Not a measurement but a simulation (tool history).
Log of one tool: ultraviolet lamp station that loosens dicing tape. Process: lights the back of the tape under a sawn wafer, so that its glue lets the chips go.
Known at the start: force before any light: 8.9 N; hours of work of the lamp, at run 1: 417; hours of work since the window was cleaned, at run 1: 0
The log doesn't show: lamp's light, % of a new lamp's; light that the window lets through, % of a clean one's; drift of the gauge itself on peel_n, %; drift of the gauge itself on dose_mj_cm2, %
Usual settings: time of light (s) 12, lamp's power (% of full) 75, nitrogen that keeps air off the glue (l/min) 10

run,day,time of light (s),lamp's power (% of full),nitrogen that keeps air off the glue (l/min),hours of work of the lamp,hours of work since the window was cleaned,force that peels the tape off (N),light that reached the tape (mJ/cm2)
1,0,12,75,10,417,0,0.745,383
2,0.683,12,75,10,429,13,0.753,379
3,1.171,8,75,10,438,21,1.621,253
4,1.538,12,75,10,445,28,0.781,375
5,2.129,12,75,11,456,39,0.744,373
6,2.725,12,75,11,467,50,0.745,369
7,3.288,12,100,10,477,60,0.418,492
8,3.767,12,100,14,486,69,0.348,490
9,4.392,12,100,14,497,81,0.359,481
10,5.1,8,100,14,510,94,0.882,320
11,5.733,8,100,14,522,105,0.915,320
12,6.408,8,100,14,534,118,0.95,316
13,6.8,12,75,10,541,125,0.862,361
14,7.358,22,75,10,552,135,0.216,651
15,7.708,12,71,10,558,141,1.007,333
16,8.225,12,71,10,568,151,1.005,332
17,8.721,12,75,10,577,160,0.901,349
18,9.2,8,77,3,586,169,2.91,237
19,9.746,13,64,10,596,179,1.079,319
20,10.462,13,80,10,609,192,0.689,392
21,11.046,13,80,10,619,203,0.729,384
22,11.358,13,75,19,625,208,0.615,367
23,11.946,17,93,9,636,219,0.306,586
24,12.279,17,93,9,642,225,0.298,580
25,12.879,10,84,9,653,236,1.2,308
26,13.288,12,75,8,660,244,1.139,327
27,13.925,14,75,7,672,255,0.923,382
# day 14.275: window cleaned of glue's vapour
28,14.35,6,75,3,680,1,3.738,184
29,14.8,6,75,3,688,10,3.809,181
30,15.471,11,81,8,700,22,0.986,355
31,16.183,7,75,8,713,35,2.415,208
32,16.858,19,67,6,726,47,0.57,502
33,17.45,19,96,6,736,58,0.239,707

Measured less the same run without the tool's hidden state. The same run-to-run variation is in both; the gauge's scatter may not be:
run,force that peels the tape off (N),light that reached the tape (mJ/cm2)
1,+0.143,-38
2,+0.157,-41
3,+0.273,-29
4,+0.174,-45
5,+0.178,-48
6,+0.188,-50
7,+0.114,-70
8,+0.094,-73
9,+0.102,-75
10,+0.252,-54
11,+0.272,-56
12,+0.294,-58
13,+0.277,-68
14,+0.058,-128
15,+0.328,-67
16,+0.337,-69
17,+0.321,-75
18,+0.636,-52
19,+0.38,-72
20,+0.275,-95
21,+0.298,-96
22,+0.26,-93
23,+0.117,-155
24,+0.117,-158
25,+0.479,-86
26,+0.466,-93
27,+0.407,-112
28,+0.503,-30
29,+0.527,-32
30,+0.299,-65
31,+0.527,-40
32,+0.204,-101
33,+0.072,-149
